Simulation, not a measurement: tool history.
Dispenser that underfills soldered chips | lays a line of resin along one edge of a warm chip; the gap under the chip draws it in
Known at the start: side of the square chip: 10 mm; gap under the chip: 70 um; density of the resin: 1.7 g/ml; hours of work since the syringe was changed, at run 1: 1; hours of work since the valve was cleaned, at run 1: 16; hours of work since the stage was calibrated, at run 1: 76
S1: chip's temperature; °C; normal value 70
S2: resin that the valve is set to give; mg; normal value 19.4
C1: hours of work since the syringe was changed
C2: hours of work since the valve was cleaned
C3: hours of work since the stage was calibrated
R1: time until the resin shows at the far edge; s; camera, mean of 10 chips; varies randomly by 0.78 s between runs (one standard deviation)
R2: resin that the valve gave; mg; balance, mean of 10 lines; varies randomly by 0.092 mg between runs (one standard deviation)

run,hour,S1,S2,C1,C2,C3,R1,R2
1,0.0,70,19.4,1,16,76,75.8,19.37
2,5.7,72,19.4,5,20,80,80.2,19.09
3,9.0,64,19.4,8,23,83,114.6,19.16
# hour 12.7: new syringe of resin
4,12.9,64,19.4,0,26,85,88.1,19.08
5,17.7,70,19.4,4,29,89,83.4,19.10
6,23.0,70,19.4,8,33,93,93.2,19.20
# hour 26.6: new syringe of resin
7,27.6,70,19.4,1,37,97,76.8,19.16
8,33.4,70,19.4,5,41,101,87.6,19.08
9,38.1,70,19.4,9,45,105,98.8,19.10
# hour 40.4: new syringe of resin
10,43.5,70,18.3,2,49,109,79.8,17.84
11,49.1,77,19.4,7,53,113,71.5,18.98
# hour 53.9: new syringe of resin
12,53.9,56,19.4,0,56,116,119.1,19.20
13,60.0,56,19.4,5,61,121,139.1,18.99
14,66.9,56,19.4,10,66,126,165.5,19.01
# hour 67.9: new syringe of resin
15,73.2,56,21.6,4,71,131,135.3,20.93
16,79.4,56,21.6,9,76,136,159.4,21.10
# hour 81.3: new syringe of resin
17,86.4,56,21.6,4,81,141,133.4,21.07
18,91.0,78,18.3,7,84,144,74.7,17.62
# hour 95.1: new syringe of resin
19,97.8,62,18.3,2,89,149,102.5,17.87
20,104.7,62,18.3,7,95,155,120.9,17.71
# hour 108.6: new syringe of resin
21,112.0,84,24.1,3,100,160,52.3,23.18
22,116.7,71,18.5,6,104,164,87.8,17.75
23,120.2,59,21.2,9,106,166,145.7,20.23

What will run 24 give?
# hour 122.2: new syringe of resin
24,123.7,59,21.2,1,109,169,?,?

R1: 109.3 s
R2: 20.27 mg
Minus the tool's unlogged condition, the same run would have read R1 102.3 s, R2 21.14 mg.

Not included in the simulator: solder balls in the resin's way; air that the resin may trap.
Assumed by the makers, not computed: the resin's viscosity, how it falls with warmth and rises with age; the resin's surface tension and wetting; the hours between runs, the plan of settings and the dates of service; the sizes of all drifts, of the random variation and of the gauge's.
